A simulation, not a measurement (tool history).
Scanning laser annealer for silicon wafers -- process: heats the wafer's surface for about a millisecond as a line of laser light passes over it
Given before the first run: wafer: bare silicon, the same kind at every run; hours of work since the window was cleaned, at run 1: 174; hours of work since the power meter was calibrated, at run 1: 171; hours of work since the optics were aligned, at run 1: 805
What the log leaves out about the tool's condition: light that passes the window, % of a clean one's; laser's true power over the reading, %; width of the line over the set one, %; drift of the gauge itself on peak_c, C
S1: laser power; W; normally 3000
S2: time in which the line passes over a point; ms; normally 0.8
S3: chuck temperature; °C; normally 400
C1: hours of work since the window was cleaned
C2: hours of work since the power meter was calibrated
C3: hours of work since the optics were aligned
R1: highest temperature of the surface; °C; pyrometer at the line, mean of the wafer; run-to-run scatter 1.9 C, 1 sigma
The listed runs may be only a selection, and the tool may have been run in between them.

run	hour	S1	S2	S3	C1	C2	C3	R1
1	0	3000	0.8	400	174	171	805	1117
2	20.1	3000	0.8	400	187	184	818	1119
3	40.1	3000	0.8	400	199	196	830	1116
4	64.2	3000	0.8	400	214	211	845	1116
5	78	3000	0.8	400	223	220	854	1115
6	101.5	3000	0.8	400	237	234	868	1115
7	132.7	3000	0.8	400	257	254	888	1113
8	153.5	2737	0.8	400	270	267	901	1035
9	184.3	3123	0.653	400	289	286	920	1077
10	209	2970	0.921	400	304	301	935	1145
# hour 216.2: optics aligned, line set to its width
11	230.2	2970	0.921	400	314	311	9	1146
12	246.6	3211	0.892	364	325	321	19	1173
13	268.8	3024	0.891	400	338	335	33	1148
14	291.7	3024	0.891	400	353	349	47	1146

Branching from run 14: 5 alternative next runs. What would each branch give?
# hour 309.9: optics aligned, line set to its width, once more
A	325.6	3040	0.891	400	371	367	10	?
# hour 309.9: optics aligned, line set to its width, once more
B	325.6	2630	0.648	424	371	367	10	?
# hour 309.9: optics aligned, line set to its width, once more
C	325.6	3000	0.59	400	371	367	10	?
# hour 309.9: optics aligned, line set to its width, once more
D	325.6	2873	0.893	382	371	367	10	?
# hour 309.9: optics aligned, line set to its width, once more
E	325.6	3169	0.62	366	371	367	10	?

run	R1
A	1166
B	973
C	1017
D	1092
E	1046
With the hidden condition removed and each run's random variation left untouched, the same runs would have given:
run	R1
A	1193
B	992
C	1039
D	1117
E	1070
